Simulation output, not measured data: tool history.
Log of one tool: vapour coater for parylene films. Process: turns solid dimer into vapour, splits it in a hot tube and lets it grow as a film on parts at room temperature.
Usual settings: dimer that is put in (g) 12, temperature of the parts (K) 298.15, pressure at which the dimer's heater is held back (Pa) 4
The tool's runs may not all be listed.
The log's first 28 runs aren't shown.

| run | hour | dimer that is put in (g) | temperature of the parts (K) | pressure at which the dimer's heater is held back (Pa) | hours of work since the trap's valve was overhauled | hours of work since the table's thermometer was calibrated | thickness of the film (um) |
|---|---|---|---|---|---|---|---|
| 29 | 315.4 | 19 | 295.15 | 5.45 | 110 | 431 | 9.82 |
| 30 | 330.6 | 12 | 298.15 | 2.31 | 122 | 443 | 6.43 |
| 31 | 346.5 | 12 | 298.15 | 2.31 | 135 | 455 | 6.37 |
| 32 | 361.9 | 10 | 292.15 | 10.64 | 147 | 467 | 5.04 |
| 33 | 372.2 | 19 | 298.15 | 2.33 | 155 | 476 | 10.15 |
| 34 | 387.4 | 6 | 307.15 | 3.36 | 167 | 488 | 2.69 |
| 35 | 395.8 | 6 | 307.15 | 3.36 | 174 | 494 | 2.66 |
| 36 | 403.5 | 18 | 297.15 | 3.36 | 180 | 500 | 9.33 |
| 37 | 415.5 | 18 | 297.15 | 3.36 | 189 | 510 | 9.24 |
| 38 | 428 | 18 | 306.15 | 4.76 | 199 | 520 | 7.89 |
| 39 | 442.1 | 5 | 291.15 | 5.87 | 210 | 531 | 2.7 |
| 40 | 449.6 | 12 | 297.15 | 4 | 216 | 537 | 6.12 |
| 41 | 456.4 | 12 | 297.15 | 4 | 222 | 542 | 6.09 |
| 42 | 470.4 | 12 | 298.15 | 2.01 | 233 | 553 | 6.49 |
| 43 | 483.3 | 12 | 298.15 | 2.01 | 243 | 564 | 6.4 |
| 44 | 490.8 | 12 | 298.15 | 2.01 | 249 | 570 | 6.38 |
| 45 | 503.3 | 12 | 301.15 | 4 | 259 | 580 | 5.78 |
| 46 | 517.8 | 17 | 303.15 | 4 | 270 | 591 | 7.85 |
| 47 | 524.6 | 11 | 304.15 | 9.86 | 276 | 596 | 4.52 |
| 48 | 537.9 | 11 | 304.15 | 9.86 | 286 | 607 | 4.56 |

3 ways to go on from here, each from the tool as it stands after run 48. What would each give?
| A | 546.3 | 6 | 296.15 | 5.78 | 293 | 614 | ? |
| B | 546.3 | 12 | 296.15 | 5.06 | 293 | 614 | ? |
| C | 546.3 | 11 | 294.15 | 6.05 | 293 | 614 | ? |

| run | thickness of the film (um) |
|---|---|
| A | 2.96 |
| B | 5.99 |
| C | 5.57 |
Without the tool's hidden state the same runs would have given:
| run | thickness of the film (um) |
|---|---|
| A | 3.11 |
| B | 6.29 |
| C | 5.85 |

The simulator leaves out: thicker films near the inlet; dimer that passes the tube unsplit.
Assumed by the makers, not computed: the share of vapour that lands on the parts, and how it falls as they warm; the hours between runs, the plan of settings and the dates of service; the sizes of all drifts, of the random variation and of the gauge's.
